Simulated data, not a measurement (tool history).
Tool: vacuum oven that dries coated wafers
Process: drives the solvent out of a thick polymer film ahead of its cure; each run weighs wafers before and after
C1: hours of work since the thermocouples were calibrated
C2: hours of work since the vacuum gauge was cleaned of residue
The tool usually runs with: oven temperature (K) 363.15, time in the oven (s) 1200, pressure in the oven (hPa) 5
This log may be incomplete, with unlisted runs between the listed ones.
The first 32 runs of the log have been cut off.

{"run": 33, "day": 18.158, "oven temperature (K)": 353.15, "time in the oven (s)": 1140, "pressure in the oven (hPa)": 5, "C1": 107, "C2": 485, "solvent left in the film (%)": 8.12}
{"run": 34, "day": 18.746, "oven temperature (K)": 363.15, "time in the oven (s)": 780, "pressure in the oven (hPa)": 8.82, "C1": 116, "C2": 494, "solvent left in the film (%)": 6.18}
{"run": 35, "day": 19.425, "oven temperature (K)": 363.15, "time in the oven (s)": 780, "pressure in the oven (hPa)": 8.82, "C1": 126, "C2": 504, "solvent left in the film (%)": 6.29}
{"run": 36, "day": 20.15, "oven temperature (K)": 363.15, "time in the oven (s)": 1380, "pressure in the oven (hPa)": 10.09, "C1": 136, "C2": 514, "solvent left in the film (%)": 2.9}
{"run": 37, "day": 20.892, "oven temperature (K)": 363.15, "time in the oven (s)": 900, "pressure in the oven (hPa)": 2.53, "C1": 147, "C2": 525, "solvent left in the film (%)": 5.05}
{"run": 38, "day": 21.525, "oven temperature (K)": 363.15, "time in the oven (s)": 900, "pressure in the oven (hPa)": 2.53, "C1": 156, "C2": 534, "solvent left in the film (%)": 5.06}
{"run": 39, "day": 21.883, "oven temperature (K)": 359.15, "time in the oven (s)": 1200, "pressure in the oven (hPa)": 10.05, "C1": 161, "C2": 539, "solvent left in the film (%)": 5.14}
{"run": 40, "day": 22.408, "oven temperature (K)": 361.15, "time in the oven (s)": 960, "pressure in the oven (hPa)": 2.94, "C1": 169, "C2": 547, "solvent left in the film (%)": 5.61}
{"run": 41, "day": 22.767, "oven temperature (K)": 361.15, "time in the oven (s)": 960, "pressure in the oven (hPa)": 2.94, "C1": 174, "C2": 552, "solvent left in the film (%)": 5.49}
{"run": 42, "day": 23.529, "oven temperature (K)": 361.15, "time in the oven (s)": 960, "pressure in the oven (hPa)": 2.94, "C1": 185, "C2": 563, "solvent left in the film (%)": 5.66}
{"run": 43, "day": 23.917, "oven temperature (K)": 363.15, "time in the oven (s)": 1500, "pressure in the oven (hPa)": 12.04, "C1": 191, "C2": 569, "solvent left in the film (%)": 2.66}
{"run": 44, "day": 24.317, "oven temperature (K)": 363.15, "time in the oven (s)": 1500, "pressure in the oven (hPa)": 12.04, "C1": 196, "C2": 574, "solvent left in the film (%)": 2.69}
{"run": 45, "day": 25.012, "oven temperature (K)": 375.15, "time in the oven (s)": 960, "pressure in the oven (hPa)": 5, "C1": 206, "C2": 584, "solvent left in the film (%)": 1.22}
{"run": 46, "day": 25.592, "oven temperature (K)": 355.15, "time in the oven (s)": 1020, "pressure in the oven (hPa)": 5, "C1": 215, "C2": 593, "solvent left in the film (%)": 7.81}
{"run": 47, "day": 26.088, "oven temperature (K)": 355.15, "time in the oven (s)": 1020, "pressure in the oven (hPa)": 5, "C1": 222, "C2": 600, "solvent left in the film (%)": 7.76}

Here are 4 independent what-if runs from the current tool condition. What would each one return?
{"run": "A", "day": 26.542, "oven temperature (K)": 363.15, "time in the oven (s)": 1200, "pressure in the oven (hPa)": 2.52, "C1": 229, "C2": 607, "solvent left in the film (%)": "?"}
{"run": "B", "day": 26.542, "oven temperature (K)": 355.15, "time in the oven (s)": 720, "pressure in the oven (hPa)": 5, "C1": 229, "C2": 607, "solvent left in the film (%)": "?"}
{"run": "C", "day": 26.542, "oven temperature (K)": 367.15, "time in the oven (s)": 840, "pressure in the oven (hPa)": 4, "C1": 229, "C2": 607, "solvent left in the film (%)": "?"}
{"run": "D", "day": 26.542, "oven temperature (K)": 363.15, "time in the oven (s)": 1260, "pressure in the oven (hPa)": 5, "C1": 229, "C2": 607, "solvent left in the film (%)": "?"}

run=A solvent_left_in_the_film_(%)=3.3
run=B solvent_left_in_the_film_(%)=10.19
run=C solvent_left_in_the_film_(%)=4.02
run=D solvent_left_in_the_film_(%)=3.12
With no hidden state in the tool, these same runs would have given:
run=A solvent_left_in_the_film_(%)=3.32
run=B solvent_left_in_the_film_(%)=10.22
run=C solvent_left_in_the_film_(%)=4.05
run=D solvent_left_in_the_film_(%)=3.14
